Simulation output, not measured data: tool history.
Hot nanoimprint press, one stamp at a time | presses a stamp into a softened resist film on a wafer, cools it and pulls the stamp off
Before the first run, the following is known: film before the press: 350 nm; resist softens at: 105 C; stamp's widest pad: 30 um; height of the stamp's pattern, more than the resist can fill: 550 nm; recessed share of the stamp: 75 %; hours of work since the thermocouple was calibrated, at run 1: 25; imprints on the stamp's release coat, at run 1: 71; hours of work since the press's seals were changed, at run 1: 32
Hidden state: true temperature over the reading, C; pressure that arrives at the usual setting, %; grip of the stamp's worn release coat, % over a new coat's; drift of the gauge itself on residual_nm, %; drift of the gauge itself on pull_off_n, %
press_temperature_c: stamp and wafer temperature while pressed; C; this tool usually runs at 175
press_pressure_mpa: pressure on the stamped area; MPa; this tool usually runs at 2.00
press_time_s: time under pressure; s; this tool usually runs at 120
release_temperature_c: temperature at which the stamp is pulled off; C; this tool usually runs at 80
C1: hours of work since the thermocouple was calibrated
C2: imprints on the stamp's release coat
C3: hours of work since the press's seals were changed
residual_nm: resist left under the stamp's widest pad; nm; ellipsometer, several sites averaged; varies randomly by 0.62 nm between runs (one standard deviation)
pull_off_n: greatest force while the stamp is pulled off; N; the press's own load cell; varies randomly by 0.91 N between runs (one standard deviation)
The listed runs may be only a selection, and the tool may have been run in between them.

run 1 hour=0.0 | press_temperature_c=175 press_pressure_mpa=2.00 press_time_s=120 release_temperature_c=80 | C1=25 C2=71 C3=32 | residual_nm=126.6 pull_off_n=144.7
run 2 hour=8.7 | press_temperature_c=175 press_pressure_mpa=2.00 press_time_s=120 release_temperature_c=80 | C1=31 C2=114 C3=38 | residual_nm=128.1 pull_off_n=145.0
run 3 hour=15.5 | press_temperature_c=175 press_pressure_mpa=2.00 press_time_s=120 release_temperature_c=80 | C1=35 C2=148 C3=42 | residual_nm=126.8 pull_off_n=146.1
run 4 hour=21.1 | press_temperature_c=175 press_pressure_mpa=1.47 press_time_s=120 release_temperature_c=80 | C1=38 C2=175 C3=45 | residual_nm=147.0 pull_off_n=146.4
run 5 hour=26.2 | press_temperature_c=175 press_pressure_mpa=1.47 press_time_s=120 release_temperature_c=80 | C1=41 C2=200 C3=48 | residual_nm=146.3 pull_off_n=145.8
run 6 hour=34.0 | press_temperature_c=175 press_pressure_mpa=1.47 press_time_s=120 release_temperature_c=80 | C1=46 C2=238 C3=53 | residual_nm=147.1 pull_off_n=149.7
run 7 hour=41.6 | press_temperature_c=175 press_pressure_mpa=2.00 press_time_s=120 release_temperature_c=80 | C1=51 C2=275 C3=58 | residual_nm=129.0 pull_off_n=150.5
run 8 hour=48.3 | press_temperature_c=175 press_pressure_mpa=1.67 press_time_s=120 release_temperature_c=80 | C1=55 C2=308 C3=62 | residual_nm=139.5 pull_off_n=151.0
run 9 hour=55.4 | press_temperature_c=175 press_pressure_mpa=1.67 press_time_s=120 release_temperature_c=80 | C1=59 C2=343 C3=66 | residual_nm=138.6 pull_off_n=150.8
run 10 hour=62.5 | press_temperature_c=175 press_pressure_mpa=1.67 press_time_s=120 release_temperature_c=80 | C1=64 C2=377 C3=71 | residual_nm=138.6 pull_off_n=153.5
run 11 hour=69.6 | press_temperature_c=175 press_pressure_mpa=1.67 press_time_s=120 release_temperature_c=80 | C1=68 C2=413 C3=75 | residual_nm=139.0 pull_off_n=153.2
run 12 hour=77.1 | press_temperature_c=175 press_pressure_mpa=1.67 press_time_s=120 release_temperature_c=80 | C1=73 C2=449 C3=80 | residual_nm=139.4 pull_off_n=155.5
run 13 hour=83.0 | press_temperature_c=175 press_pressure_mpa=1.67 press_time_s=120 release_temperature_c=80 | C1=77 C2=478 C3=83 | residual_nm=138.9 pull_off_n=157.6
run 14 hour=90.5 | press_temperature_c=175 press_pressure_mpa=2.00 press_time_s=83 release_temperature_c=80 | C1=81 C2=515 C3=88 | residual_nm=149.3 pull_off_n=158.1
run 15 hour=99.3 | press_temperature_c=170 press_pressure_mpa=2.00 press_time_s=120 release_temperature_c=80 | C1=87 C2=558 C3=94 | residual_nm=151.4 pull_off_n=158.5
run 16 hour=103.1 | press_temperature_c=180 press_pressure_mpa=1.27 press_time_s=120 release_temperature_c=65 | C1=89 C2=576 C3=96 | residual_nm=136.0 pull_off_n=174.0
-- hour=109.8 stamp cleaned and given a new release coat
run 17 hour=112.9 | press_temperature_c=165 press_pressure_mpa=1.54 press_time_s=67 release_temperature_c=67 | C1=91 C2=15 C3=98 | residual_nm=234.3 pull_off_n=152.9
run 18 hour=119.3 | press_temperature_c=168 press_pressure_mpa=1.59 press_time_s=67 release_temperature_c=67 | C1=95 C2=47 C3=102 | residual_nm=215.4 pull_off_n=154.9
run 19 hour=125.0 | press_temperature_c=175 press_pressure_mpa=2.33 press_time_s=87 release_temperature_c=80 | C1=99 C2=75 C3=106 | residual_nm=136.8 pull_off_n=142.6
run 20 hour=132.7 | press_temperature_c=175 press_pressure_mpa=2.33 press_time_s=87 release_temperature_c=80 | C1=103 C2=112 C3=110 | residual_nm=137.6 pull_off_n=146.2
run 21 hour=141.0 | press_temperature_c=175 press_pressure_mpa=1.26 press_time_s=120 release_temperature_c=88 | C1=109 C2=153 C3=116 | residual_nm=157.9 pull_off_n=139.9
run 22 hour=147.3 | press_temperature_c=175 press_pressure_mpa=2.40 press_time_s=87 release_temperature_c=87 | C1=112 C2=184 C3=119 | residual_nm=136.5 pull_off_n=141.4
run 23 hour=155.6 | press_temperature_c=174 press_pressure_mpa=2.00 press_time_s=120 release_temperature_c=80 | C1=118 C2=224 C3=125 | residual_nm=133.9 pull_off_n=148.8
run 24 hour=163.5 | press_temperature_c=186 press_pressure_mpa=2.93 press_time_s=125 release_temperature_c=79 | C1=123 C2=263 C3=129 | residual_nm=76.2 pull_off_n=152.5
run 25 hour=168.1 | press_temperature_c=186 press_pressure_mpa=2.93 press_time_s=125 release_temperature_c=79 | C1=125 C2=286 C3=132 | residual_nm=76.2 pull_off_n=152.8
run 26 hour=176.6 | press_temperature_c=186 press_pressure_mpa=2.93 press_time_s=125 release_temperature_c=79 | C1=131 C2=327 C3=138 | residual_nm=75.7 pull_off_n=152.5
run 27 hour=183.7 | press_temperature_c=186 press_pressure_mpa=2.93 press_time_s=125 release_temperature_c=79 | C1=135 C2=362 C3=142 | residual_nm=75.8 pull_off_n=154.1
run 28 hour=187.6 | press_temperature_c=185 press_pressure_mpa=2.32 press_time_s=120 release_temperature_c=80 | C1=137 C2=381 C3=144 | residual_nm=90.5 pull_off_n=154.2
run 29 hour=193.9 | press_temperature_c=186 press_pressure_mpa=1.52 press_time_s=120 release_temperature_c=80 | C1=141 C2=412 C3=148 | residual_nm=106.5 pull_off_n=153.0
run 30 hour=200.2 | press_temperature_c=175 press_pressure_mpa=2.00 press_time_s=100 release_temperature_c=80 | C1=145 C2=443 C3=152 | residual_nm=141.6 pull_off_n=155.9

Here are 3 independent what-if runs from the current tool condition. What would each one return?
run A hour=208.8 | press_temperature_c=175 press_pressure_mpa=2.00 press_time_s=105 release_temperature_c=74 | C1=150 C2=485 C3=157 | residual_nm=? pull_off_n=?
run B hour=208.8 | press_temperature_c=186 press_pressure_mpa=2.00 press_time_s=240 release_temperature_c=76 | C1=150 C2=485 C3=157 | residual_nm=? pull_off_n=?
run C hour=208.8 | press_temperature_c=175 press_pressure_mpa=2.00 press_time_s=81 release_temperature_c=80 | C1=150 C2=485 C3=157 | residual_nm=? pull_off_n=?

run=A residual_nm=136.8 pull_off_n=162.3
run=B residual_nm=68.1 pull_off_n=160.3
run=C residual_nm=154.3 pull_off_n=158.8
Stripped of hidden state, with their random variation kept, the same runs would have yielded:
run=A residual_nm=132.1 pull_off_n=146.1
run=B residual_nm=65.9 pull_off_n=144.3
run=C residual_nm=149.3 pull_off_n=143.0

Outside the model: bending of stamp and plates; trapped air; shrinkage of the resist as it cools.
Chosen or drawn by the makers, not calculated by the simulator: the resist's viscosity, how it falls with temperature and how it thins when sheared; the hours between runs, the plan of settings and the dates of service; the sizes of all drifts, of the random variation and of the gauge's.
